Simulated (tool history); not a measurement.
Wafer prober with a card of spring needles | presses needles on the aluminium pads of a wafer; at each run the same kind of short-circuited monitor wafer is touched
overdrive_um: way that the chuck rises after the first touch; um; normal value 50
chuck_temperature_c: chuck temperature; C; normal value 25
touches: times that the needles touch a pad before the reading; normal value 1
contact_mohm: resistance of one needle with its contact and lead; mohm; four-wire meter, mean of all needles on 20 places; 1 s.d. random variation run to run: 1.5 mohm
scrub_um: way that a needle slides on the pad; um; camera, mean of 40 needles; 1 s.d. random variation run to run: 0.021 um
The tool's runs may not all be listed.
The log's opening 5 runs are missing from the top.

run    hour  overdrive_um  chuck_temperature_c  touches  contact_mohm  scrub_um
      195.8  -- tips cleaned on abrasive film
  6   211.7            50                   25        1           217      7.92
      216.1  -- tips cleaned on abrasive film
      236.3  -- tips cleaned on abrasive film
      251.3  -- height of the first contact set anew
      254.7  -- tips cleaned on abrasive film
  7   260.8            50                   25        1           187      8.08
      273.8  -- tips cleaned on abrasive film
      294.7  -- tips cleaned on abrasive film
      312.7  -- tips cleaned on abrasive film
  8   313.8            50                   25        1           154      8.04
      331.2  -- tips cleaned on abrasive film
      350.2  -- tips cleaned on abrasive film
  9   354.7            50                   25        1           188      7.99
      369.6  -- tips cleaned on abrasive film
      390.4  -- tips cleaned on abrasive film
 10   394.2            50                   25        1           177      7.96
      409.5  -- tips cleaned on abrasive film
      429.7  -- tips cleaned on abrasive film
 11   445.8            50                   25        1           217      7.94
      448.7  -- tips cleaned on abrasive film
      466.6  -- tips cleaned on abrasive film
      469.7  -- height of the first contact set anew
 12   477.5            50                   25        1           206      8.06
      485.1  -- tips cleaned on abrasive film
      505.1  -- tips cleaned on abrasive film
 13   514.8            50                   25        1           199      8.02
      526.2  -- tips cleaned on abrasive film
        545  -- tips cleaned on abrasive film
 14   556.3            50                   25        1           210      8.03
        565  -- tips cleaned on abrasive film
      586.1  -- tips cleaned on abrasive film
 15   590.6            50                   25        1           177      8.01
      606.8  -- tips cleaned on abrasive film
 16   621.7            30                   36        2           261      4.77
      624.4  -- tips cleaned on abrasive film
      646.1  -- tips cleaned on abrasive film
      664.2  -- tips cleaned on abrasive film
 17   674.5            58                   29        1           191      9.29
      682.6  -- tips cleaned on abrasive film
      691.6  -- height of the first contact set anew
      702.7  -- tips cleaned on abrasive film
 18   715.4            34                   47        1           278      5.48
      723.9  -- tips cleaned on abrasive film
      744.1  -- tips cleaned on abrasive film
      764.7  -- tips cleaned on abrasive film
 19   774.2            39                   25        1           231      6.24
      782.5  -- tips cleaned on abrasive film
      803.4  -- tips cleaned on abrasive film
 20   808.7            39                   25        1           221      6.23
      824.5  -- tips cleaned on abrasive film
      844.9  -- tips cleaned on abrasive film
 21   857.9            65                   25        1           181     10.41
      865.1  -- tips cleaned on abrasive film
      884.1  -- tips cleaned on abrasive film
      904.8  -- tips cleaned on abrasive film
      911.3  -- height of the first contact set anew
 22   911.3            50                   39        1           194      8.07
      924.2  -- tips cleaned on abrasive film
        945  -- tips cleaned on abrasive film
      964.4  -- tips cleaned on abrasive film
 23   969.2            59                   27        2           166      9.46
      982.3  -- tips cleaned on abrasive film
 24     999            63                   52        1           199     10.12
     1001.9  -- tips cleaned on abrasive film
     1021.3  -- tips cleaned on abrasive film
 25  1026.6            50                   30        1           192         8
       1043  -- tips cleaned on abrasive film
     1062.8  -- tips cleaned on abrasive film
     1082.5  -- tips cleaned on abrasive film
 26  1082.5            50                   30        1           158      8.01
     1102.3  -- tips cleaned on abrasive film
 27  1110.2            35                  111        2           224      5.54
     1120.2  -- tips cleaned on abrasive film
     1131.7  -- height of the first contact set anew
       1139  -- tips cleaned on abrasive film
     1157.4  -- tips cleaned on abrasive film
 28    1169            43                   58        2           212      6.93
     1176.5  -- tips cleaned on abrasive film
     1195.6  -- tips cleaned on abrasive film
     1214.5  -- tips cleaned on abrasive film
 29  1231.1            35                   25        1           304       5.6
       1235  -- tips cleaned on abrasive film
     1256.8  -- tips cleaned on abrasive film
 30    1257            50                  120        2           170      8.03

Branching from run 30: 3 alternative next runs. What would each branch give?
     1276.8  -- tips cleaned on abrasive film
  A  1288.5            31                   25        1             ?         ?
     1276.8  -- tips cleaned on abrasive film
  B  1288.5            38                   42        2             ?         ?
     1276.8  -- tips cleaned on abrasive film
  C  1288.5            50                  124        1             ?         ?

run  contact_mohm  scrub_um
  A           309      4.88
  B           221      6.04
  C           227      7.99
Stripped of hidden state, with their random variation kept, the same runs would have yielded:
run  contact_mohm  scrub_um
  A           150      4.97
  B           154      6.13
  C           166      8.07
